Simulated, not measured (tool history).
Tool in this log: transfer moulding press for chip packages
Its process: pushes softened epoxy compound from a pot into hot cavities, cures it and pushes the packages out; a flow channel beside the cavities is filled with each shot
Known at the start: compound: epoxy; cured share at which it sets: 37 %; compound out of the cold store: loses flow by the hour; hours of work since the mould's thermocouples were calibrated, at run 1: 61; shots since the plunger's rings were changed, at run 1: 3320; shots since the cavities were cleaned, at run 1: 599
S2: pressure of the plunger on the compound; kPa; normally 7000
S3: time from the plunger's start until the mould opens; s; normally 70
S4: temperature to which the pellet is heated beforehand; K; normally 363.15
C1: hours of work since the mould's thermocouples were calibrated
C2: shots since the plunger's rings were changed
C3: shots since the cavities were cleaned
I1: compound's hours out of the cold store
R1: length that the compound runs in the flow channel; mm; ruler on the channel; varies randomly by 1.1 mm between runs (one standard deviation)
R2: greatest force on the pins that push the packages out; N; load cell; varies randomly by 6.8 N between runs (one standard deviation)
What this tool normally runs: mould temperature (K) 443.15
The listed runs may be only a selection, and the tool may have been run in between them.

{"run": 1, "hour": 0.0, "mould temperature (K)": 443.15, "S2": 7000, "S3": 70, "S4": 363.15, "C1": 61, "C2": 3320, "C3": 599, "I1": 23.9, "R1": 602, "R2": 450}
{"hour": 17.5, "done": "plunger's sealing rings changed"}
{"hour": 38.2, "done": "cavities cleaned with cleaning compound and waxed"}
{"run": 2, "hour": 54.7, "mould temperature (K)": 443.15, "S2": 7000, "S3": 70, "S4": 363.15, "C1": 84, "C2": 342, "C3": 158, "I1": 9.8, "R1": 654, "R2": 351}
{"run": 3, "hour": 103.1, "mould temperature (K)": 443.15, "S2": 7000, "S3": 70, "S4": 363.15, "C1": 106, "C2": 807, "C3": 623, "I1": 33.9, "R1": 589, "R2": 482}
{"hour": 137.1, "done": "cavities cleaned with cleaning compound and waxed"}
{"run": 4, "hour": 148.9, "mould temperature (K)": 443.15, "S2": 7000, "S3": 70, "S4": 363.15, "C1": 126, "C2": 1232, "C3": 114, "I1": 40.3, "R1": 573, "R2": 334}
{"run": 5, "hour": 182.7, "mould temperature (K)": 443.15, "S2": 7000, "S3": 70, "S4": 362.15, "C1": 141, "C2": 1556, "C3": 438, "I1": 30.6, "R1": 594, "R2": 441}
{"run": 6, "hour": 222.3, "mould temperature (K)": 443.15, "S2": 7000, "S3": 70, "S4": 362.15, "C1": 159, "C2": 1936, "C3": 818, "I1": 31.4, "R1": 591, "R2": 516}
{"hour": 236.7, "done": "cavities cleaned with cleaning compound and waxed"}
{"run": 7, "hour": 250.6, "mould temperature (K)": 443.15, "S2": 7000, "S3": 70, "S4": 362.15, "C1": 171, "C2": 2193, "C3": 134, "I1": 43.7, "R1": 562, "R2": 337}
{"run": 8, "hour": 281.9, "mould temperature (K)": 448.15, "S2": 7000, "S3": 70, "S4": 363.15, "C1": 185, "C2": 2494, "C3": 435, "I1": 31.1, "R1": 577, "R2": 360}
{"hour": 336.6, "done": "cavities cleaned with cleaning compound and waxed"}
{"run": 9, "hour": 336.6, "mould temperature (K)": 448.15, "S2": 7000, "S3": 70, "S4": 363.15, "C1": 209, "C2": 3004, "C3": 0, "I1": 20.8, "R1": 602, "R2": 237}
{"hour": 385.8, "done": "plunger's sealing rings changed"}
{"run": 10, "hour": 402.7, "mould temperature (K)": 443.15, "S2": 7730, "S3": 70, "S4": 363.15, "C1": 238, "C2": 162, "C3": 610, "I1": 23.9, "R1": 648, "R2": 463}
{"hour": 435.8, "done": "cavities cleaned with cleaning compound and waxed"}
{"run": 11, "hour": 440.3, "mould temperature (K)": 443.15, "S2": 7730, "S3": 51, "S4": 363.15, "C1": 255, "C2": 509, "C3": 43, "I1": 26.0, "R1": 642, "R2": 614}
{"run": 12, "hour": 481.5, "mould temperature (K)": 450.15, "S2": 7000, "S3": 70, "S4": 363.15, "C1": 273, "C2": 904, "C3": 438, "I1": 10.1, "R1": 636, "R2": 363}
{"hour": 534.2, "done": "cavities cleaned with cleaning compound and waxed"}
{"run": 13, "hour": 546.2, "mould temperature (K)": 441.15, "S2": 6390, "S3": 86, "S4": 367.15, "C1": 302, "C2": 1510, "C3": 115, "I1": 38.8, "R1": 553, "R2": 269}
{"run": 14, "hour": 605.2, "mould temperature (K)": 443.15, "S2": 5260, "S3": 66, "S4": 372.15, "C1": 329, "C2": 2076, "C3": 681, "I1": 9.9, "R1": 559, "R2": 574}
{"hour": 632.0, "done": "cavities cleaned with cleaning compound and waxed"}
{"run": 15, "hour": 647.8, "mould temperature (K)": 448.15, "S2": 8350, "S3": 66, "S4": 372.15, "C1": 348, "C2": 2471, "C3": 152, "I1": 44.6, "R1": 598, "R2": 301}
{"run": 16, "hour": 694.2, "mould temperature (K)": 448.15, "S2": 7480, "S3": 66, "S4": 372.15, "C1": 369, "C2": 2916, "C3": 597, "I1": 11.9, "R1": 645, "R2": 422}
{"run": 17, "hour": 725.5, "mould temperature (K)": 443.15, "S2": 7630, "S3": 70, "S4": 363.15, "C1": 383, "C2": 3216, "C3": 897, "I1": 24.0, "R1": 629, "R2": 555}
{"hour": 730.9, "done": "cavities cleaned with cleaning compound and waxed"}
{"hour": 757.6, "done": "plunger's sealing rings changed"}
{"run": 18, "hour": 793.7, "mould temperature (K)": 443.15, "S2": 7630, "S3": 70, "S4": 363.15, "C1": 412, "C2": 347, "C3": 579, "I1": 41.8, "R1": 597, "R2": 480}
{"hour": 831.8, "done": "cavities cleaned with cleaning compound and waxed"}
{"run": 19, "hour": 836.8, "mould temperature (K)": 443.15, "S2": 7630, "S3": 70, "S4": 363.15, "C1": 431, "C2": 746, "C3": 48, "I1": 41.6, "R1": 598, "R2": 327}
{"run": 20, "hour": 867.4, "mould temperature (K)": 445.15, "S2": 7630, "S3": 59, "S4": 363.15, "C1": 445, "C2": 1040, "C3": 342, "I1": 10.5, "R1": 673, "R2": 576}
{"run": 21, "hour": 904.8, "mould temperature (K)": 445.15, "S2": 7630, "S3": 59, "S4": 363.15, "C1": 462, "C2": 1399, "C3": 701, "I1": 43.8, "R1": 587, "R2": 638}
{"hour": 933.0, "done": "cavities cleaned with cleaning compound and waxed"}
{"run": 22, "hour": 937.1, "mould temperature (K)": 444.15, "S2": 7000, "S3": 70, "S4": 363.15, "C1": 476, "C2": 1694, "C3": 39, "I1": 24.7, "R1": 607, "R2": 308}
{"run": 23, "hour": 972.3, "mould temperature (K)": 436.15, "S2": 6470, "S3": 56, "S4": 363.15, "C1": 492, "C2": 2032, "C3": 377, "I1": 23.1, "R1": 606, "R2": 1171}
{"hour": 1033.3, "done": "cavities cleaned with cleaning compound and waxed"}
{"run": 24, "hour": 1033.3, "mould temperature (K)": 440.15, "S2": 7000, "S3": 68, "S4": 371.15, "C1": 519, "C2": 2603, "C3": 0, "I1": 31.8, "R1": 592, "R2": 380}

Run by run, hidden condition taken away, random variation retained:
What the log doesn't record here: true mould temperature over the reading, C; pressure that reaches the compound, % of what is set; grip of the stained cavities, % over clean ones'; drift of the gauge itself on flow_mm, %; drift of the gauge itself on push_out_n, %.
run=1 R1=619 R2=276
run=2 R1=656 R2=279
run=3 R1=592 R2=284
run=4 R1=578 R2=276
run=5 R1=601 R2=284
run=6 R1=600 R2=280
run=7 R1=571 R2=276
run=8 R1=588 R2=240
run=9 R1=616 R2=227
run=10 R1=648 R2=264
run=11 R1=644 R2=555
run=12 R1=640 R2=240
run=13 R1=559 R2=221
run=14 R1=567 R2=315
run=15 R1=609 R2=239
run=16 R1=660 R2=251
run=17 R1=645 R2=290
run=18 R1=596 R2=282
run=19 R1=599 R2=285
run=20 R1=676 R2=365
run=21 R1=592 R2=343
run=22 R1=613 R2=268
run=23 R1=612 R2=733
run=24 R1=601 R2=340
